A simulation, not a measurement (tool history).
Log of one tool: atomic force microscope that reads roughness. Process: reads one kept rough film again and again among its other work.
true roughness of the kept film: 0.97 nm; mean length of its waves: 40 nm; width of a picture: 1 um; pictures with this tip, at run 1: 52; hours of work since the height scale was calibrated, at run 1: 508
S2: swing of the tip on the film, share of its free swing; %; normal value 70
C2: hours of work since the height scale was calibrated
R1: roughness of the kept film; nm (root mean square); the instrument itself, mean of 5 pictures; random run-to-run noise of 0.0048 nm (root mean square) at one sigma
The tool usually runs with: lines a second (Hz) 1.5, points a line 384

run 1 hour=0 | lines_a_second_(Hz)=1.5 S2=70 points_a_line=384 | pictures_with_this_tip=52 C2=508 | R1=0.9
-- hour=63.1 new tip fitted
run 2 hour=71.9 | lines_a_second_(Hz)=1.5 S2=70 points_a_line=384 | pictures_with_this_tip=20 C2=556 | R1=0.906
run 3 hour=116.8 | lines_a_second_(Hz)=1.5 S2=70 points_a_line=362 | pictures_with_this_tip=119 C2=587 | R1=0.872
-- hour=151.9 new tip fitted
run 4 hour=187 | lines_a_second_(Hz)=1.5 S2=70 points_a_line=362 | pictures_with_this_tip=77 C2=635 | R1=0.885
run 5 hour=235.6 | lines_a_second_(Hz)=1.5 S2=70 points_a_line=362 | pictures_with_this_tip=184 C2=668 | R1=0.859
-- hour=242 new tip fitted
run 6 hour=272.4 | lines_a_second_(Hz)=1.5 S2=70 points_a_line=362 | pictures_with_this_tip=67 C2=693 | R1=0.886
run 7 hour=322.2 | lines_a_second_(Hz)=1.5 S2=70 points_a_line=384 | pictures_with_this_tip=177 C2=727 | R1=0.852
-- hour=327.8 new tip fitted
run 8 hour=358.9 | lines_a_second_(Hz)=1.5 S2=70 points_a_line=384 | pictures_with_this_tip=68 C2=751 | R1=0.887
-- hour=414 new tip fitted
run 9 hour=414.9 | lines_a_second_(Hz)=1.5 S2=70 points_a_line=384 | pictures_with_this_tip=2 C2=789 | R1=0.898
run 10 hour=486 | lines_a_second_(Hz)=1.5 S2=70 points_a_line=384 | pictures_with_this_tip=158 C2=838 | R1=0.871
-- hour=503.5 new tip fitted
run 11 hour=528.8 | lines_a_second_(Hz)=0.51 S2=70 points_a_line=856 | pictures_with_this_tip=55 C2=867 | R1=0.918
run 12 hour=586.3 | lines_a_second_(Hz)=1.56 S2=70 points_a_line=810 | pictures_with_this_tip=182 C2=906 | R1=0.864
-- hour=592.7 new tip fitted
run 13 hour=639.3 | lines_a_second_(Hz)=2.31 S2=70 points_a_line=281 | pictures_with_this_tip=103 C2=942 | R1=0.845
-- hour=678.2 new tip fitted
run 14 hour=691.8 | lines_a_second_(Hz)=2.31 S2=70 points_a_line=281 | pictures_with_this_tip=29 C2=977 | R1=0.859
run 15 hour=727.3 | lines_a_second_(Hz)=1.01 S2=77 points_a_line=538 | pictures_with_this_tip=108 C2=1002 | R1=0.873
-- hour=764.4 new tip fitted
run 16 hour=795.1 | lines_a_second_(Hz)=0.87 S2=72 points_a_line=583 | pictures_with_this_tip=68 C2=1048 | R1=0.901
-- hour=852.1 new tip fitted
run 17 hour=854.6 | lines_a_second_(Hz)=0.5 S2=63 points_a_line=589 | pictures_with_this_tip=6 C2=1088 | R1=0.917

Here are 5 independent what-if runs from the current tool condition. What would each one return?
-- hour=929.2 height scale calibrated on a step standard
run A hour=929.5 | lines_a_second_(Hz)=0.65 S2=59 points_a_line=690 | pictures_with_this_tip=169 C2=0 | R1=?
-- hour=929.2 height scale calibrated on a step standard
run B hour=929.5 | lines_a_second_(Hz)=1.5 S2=70 points_a_line=384 | pictures_with_this_tip=169 C2=0 | R1=?
-- hour=929.2 height scale calibrated on a step standard
run C hour=929.5 | lines_a_second_(Hz)=1.5 S2=79 points_a_line=384 | pictures_with_this_tip=169 C2=0 | R1=?
-- hour=929.2 height scale calibrated on a step standard
run D hour=929.5 | lines_a_second_(Hz)=0.5 S2=69 points_a_line=589 | pictures_with_this_tip=169 C2=0 | R1=?
-- hour=929.2 height scale calibrated on a step standard
run E hour=929.5 | lines_a_second_(Hz)=0.79 S2=63 points_a_line=451 | pictures_with_this_tip=169 C2=0 | R1=?

run=A R1=0.914
run=B R1=0.88
run=C R1=0.852
run=D R1=0.909
run=E R1=0.907
Without the tool's unlogged condition, the same runs would have read:
run=A R1=0.951
run=B R1=0.915
run=C R1=0.886
run=D R1=0.945
run=E R1=0.943
